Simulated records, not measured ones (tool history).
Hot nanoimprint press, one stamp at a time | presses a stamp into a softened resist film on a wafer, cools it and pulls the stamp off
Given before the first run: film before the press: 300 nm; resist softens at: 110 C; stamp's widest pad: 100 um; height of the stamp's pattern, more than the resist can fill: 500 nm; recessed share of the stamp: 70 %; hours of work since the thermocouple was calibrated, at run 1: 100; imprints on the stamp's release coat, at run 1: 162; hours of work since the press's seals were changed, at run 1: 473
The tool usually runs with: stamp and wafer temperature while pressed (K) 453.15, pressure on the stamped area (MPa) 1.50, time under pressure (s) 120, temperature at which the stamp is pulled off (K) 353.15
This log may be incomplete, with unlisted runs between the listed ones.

run,hour,stamp and wafer temperature while pressed (K),pressure on the stamped area (MPa),time under pressure (s),temperature at which the stamp is pulled off (K),hours of work since the thermocouple was calibrated,imprints on the stamp's release coat,hours of work since the press's seals were changed,resist left under the stamp's widest pad (nm),greatest force while the stamp is pulled off (N)
1,0.0,453.15,1.50,120,353.15,100,162,473,156.0,221
2,28.5,453.15,1.50,120,353.15,115,207,489,156.8,219
3,84.1,453.15,1.50,120,353.15,145,296,518,156.2,222
# hour 105.0: press's hydraulic seals changed and the load cell set to zero
4,137.1,453.15,1.50,120,353.15,168,367,17,155.8,223
5,185.0,453.15,1.03,120,353.15,194,443,42,183.2,221
6,222.5,453.15,1.03,120,353.15,214,503,62,184.1,220
7,252.2,453.15,1.03,120,353.15,229,550,78,183.8,221
# hour 263.7: stamp cleaned and given a new release coat
8,288.2,453.15,1.03,120,353.15,245,39,94,183.2,224
9,342.9,453.15,1.85,120,351.15,274,126,123,141.5,227

The next listed run, before its measurement:
10,370.9,453.15,1.85,120,351.15,289,171,137,?,?

{"run 10": {"resist left under the stamp's widest pad (nm)": 141.8, "greatest force while the stamp is pulled off (N)": 230}}
With no hidden state in the tool, this same run would have given resist left under the stamp's widest pad (nm) 141.7, greatest force while the stamp is pulled off (N) 230.
